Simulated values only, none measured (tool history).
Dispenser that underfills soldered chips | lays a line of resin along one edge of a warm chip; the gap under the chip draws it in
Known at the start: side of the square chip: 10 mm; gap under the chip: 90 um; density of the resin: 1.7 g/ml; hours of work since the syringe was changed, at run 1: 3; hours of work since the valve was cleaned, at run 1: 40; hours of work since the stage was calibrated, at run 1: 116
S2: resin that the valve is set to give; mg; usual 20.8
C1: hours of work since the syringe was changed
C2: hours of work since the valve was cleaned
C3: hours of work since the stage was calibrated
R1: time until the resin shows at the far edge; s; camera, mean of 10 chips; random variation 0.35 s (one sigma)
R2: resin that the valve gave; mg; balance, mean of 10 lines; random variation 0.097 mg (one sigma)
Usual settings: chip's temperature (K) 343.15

Run 1, hour 0: usual settings; C1 3; C2 40; C3 116. Result: R1 20.7 s, R2 20.23 mg.
At hour 5.6: new syringe of resin.
Run 2, hour 7.2: usual settings; C1 1; C2 45; C3 120. Result: R1 18.7 s, R2 20.22 mg.
Run 3, hour 14.4: usual settings; C1 6; C2 49; C3 125. Result: R1 22.8 s, R2 19.99 mg.
At hour 15.8: new syringe of resin.
Run 4, hour 19.6: usual settings; C1 2; C2 52; C3 128. Result: R1 20.5 s, R2 20 mg.
At hour 25.9: new syringe of resin.
Run 5, hour 26.4: usual settings; C1 0; C2 57; C3 132. Result: R1 17.6 s, R2 19.97 mg.
Run 6, hour 31.8: usual settings but S2 21.6 mg; C1 4; C2 60; C3 136. Result: R1 20.8 s, R2 20.75 mg.
At hour 36: new syringe of resin.
Run 7, hour 36.5: usual settings but chip's temperature (K) 330.15, S2 21.6 mg; C1 0; C2 63; C3 138. Result: R1 35 s, R2 20.51 mg.
Run 8, hour 40.5: usual settings but S2 24.8 mg; C1 3; C2 66; C3 141. Result: R1 19.7 s, R2 23.58 mg.
At hour 46.3: new syringe of resin.
Run 9, hour 49: usual settings but S2 24.8 mg; C1 2; C2 71; C3 146. Result: R1 18.6 s, R2 23.6 mg.
Run 10, hour 53.7: usual settings; C1 5; C2 74; C3 149. Result: R1 22.3 s, R2 19.61 mg.
At hour 56.7: new syringe of resin.
Run 11, hour 61.7: usual settings but chip's temperature (K) 357.15; C1 3; C2 79; C3 154. Result: R1 9.9 s, R2 19.61 mg.
At hour 67: new syringe of resin.
Run 12, hour 69.5: usual settings but chip's temperature (K) 357.15; C1 2; C2 84; C3 159. Result: R1 9.5 s, R2 19.39 mg.
Run 13, hour 73.8: usual settings but chip's temperature (K) 357.15, S2 26.4 mg; C1 4; C2 86; C3 162. Result: R1 10.6 s, R2 24.67 mg.
At hour 77.2: new syringe of resin.
Run 14, hour 77.5: usual settings; C1 0; C2 88; C3 164. Result: R1 18.5 s, R2 19.3 mg.
Run 15, hour 83.9: usual settings; C1 4; C2 93; C3 168. Result: R1 21.7 s, R2 19.39 mg.
At hour 87.6: new syringe of resin.
Run 16, hour 91.5: usual settings; C1 3; C2 97; C3 173. Result: R1 19.7 s, R2 19.26 mg.
Run 17, hour 95.8: usual settings; C1 5; C2 100; C3 176. Result: R1 22.6 s, R2 19.16 mg.
At hour 97.9: new syringe of resin.
Run 18, hour 103.9: usual settings but chip's temperature (K) 336.15; C1 4; C2 105; C3 181. Result: R1 30.9 s, R2 19.15 mg.
At hour 108: new syringe of resin.
Run 19, hour 108: usual settings but chip's temperature (K) 352.15, S2 20.4 mg; C1 0; C2 107; C3 183. Result: R1 11.3 s, R2 18.64 mg.
Run 20, hour 114.3: usual settings but chip's temperature (K) 331.15, S2 20.5 mg; C1 4; C2 112; C3 187. Result: R1 41.5 s, R2 18.69 mg.
At hour 118.5: new syringe of resin.
Run 21, hour 119.3: usual settings but chip's temperature (K) 331.15, S2 21.5 mg; C1 1; C2 115; C3 190. Result: R1 35.4 s, R2 19.66 mg.
Run 22, hour 122.8: usual settings but chip's temperature (K) 337.15, S2 24.5 mg; C1 3; C2 117; C3 192. Result: R1 27.5 s, R2 22.34 mg.
At hour 128.7: new syringe of resin.
Run 23, hour 130.9: usual settings but chip's temperature (K) 354.15, S2 22.3 mg; C1 1; C2 122; C3 197. Result: R1 11 s, R2 20.12 mg.
Run 24, hour 137: usual settings but chip's temperature (K) 339.15, S2 19.4 mg; C1 5; C2 126; C3 201. Result: R1 29.8 s, R2 17.47 mg.
At hour 138.9: new syringe of resin.
At hour 141.4: dispensing valve cleaned and set on the balance.
Run 25, hour 144.2: usual settings but chip's temperature (K) 342.15, S2 18.1 mg; C1 3; C2 2; C3 205. Result: R1 22.1 s, R2 18.07 mg.
At hour 149.9: new syringe of resin.
Run 26, hour 151.7: usual settings but chip's temperature (K) 342.15, S2 18.1 mg; C1 1; C2 6; C3 210. Result: R1 19.5 s, R2 18.1 mg.
Run 27, hour 157.6: usual settings but chip's temperature (K) 346.15, S2 18.1 mg; C1 5; C2 10; C3 213. Result: R1 19.9 s, R2 17.92 mg.
At hour 160.2: new syringe of resin.
Run 28, hour 165.5: usual settings but chip's temperature (K) 335.15, S2 20.9 mg; C1 3; C2 15; C3 218. Result: R1 31.5 s, R2 20.73 mg.
At hour 170.3: new syringe of resin.
Run 29, hour 171.1: usual settings but chip's temperature (K) 335.15, S2 20.9 mg; C1 1; C2 18; C3 222. Result: R1 27.1 s, R2 20.43 mg.
Run 30, hour 175.8: usual settings but chip's temperature (K) 341.15, S2 23.1 mg; C1 4; C2 22; C3 225. Result: R1 23.1 s, R2 22.51 mg.
At hour 180.4: new syringe of resin.
Run 31, hour 181.7: usual settings but chip's temperature (K) 333.15, S2 19.7 mg; C1 1; C2 25; C3 228. Result: R1 33.4 s, R2 19.22 mg.
Run 32, hour 186.3: usual settings but chip's temperature (K) 334.15, S2 26 mg; C1 4; C2 28; C3 231. Result: R1 34.9 s, R2 25.31 mg.
At hour 190.9: new syringe of resin.
Run 33, hour 193.4: usual settings but chip's temperature (K) 334.15, S2 26 mg; C1 2; C2 32; C3 236. Result: R1 29.6 s, R2 25.05 mg.
Run 34, hour 200.6: usual settings but chip's temperature (K) 345.15, S2 20.4 mg; C1 6; C2 37; C3 240. Result: R1 21.5 s, R2 19.85 mg.
At hour 201.4: new syringe of resin.
Run 35, hour 207.4: usual settings but S2 18.1 mg; C1 4; C2 41; C3 244. Result: R1 22.8 s, R2 17.51 mg.

4 ways to go on from here, each from the tool as it stands after run 35. What would each give?
At hour 211.5: new syringe of resin.
Run A, hour 215: usual settings but chip's temperature (K) 340.15, S2 21 mg; C1 2; C2 46; C3 249. Result: R1 ?, R2 ?.
At hour 211.5: new syringe of resin.
Run B, hour 215: usual settings but S2 20.7 mg; C1 2; C2 46; C3 249. Result: R1 ?, R2 ?.
At hour 211.5: new syringe of resin.
Run C, hour 215: usual settings but S2 19 mg; C1 2; C2 46; C3 249. Result: R1 ?, R2 ?.
At hour 211.5: new syringe of resin.
Run D, hour 215: usual settings but chip's temperature (K) 350.15, S2 24.4 mg; C1 2; C2 46; C3 249. Result: R1 ?, R2 ?.

run    R1     R2
  A  23.6  20.17
  B  20.2  19.88
  C  20.9  18.28
  D  13.8   23.4
Without the tool's hidden state the same runs would have given:
run    R1     R2
  A  20.7  20.99
  B  17.7  20.68
  C  18.2  19.02
  D  12.2  24.35
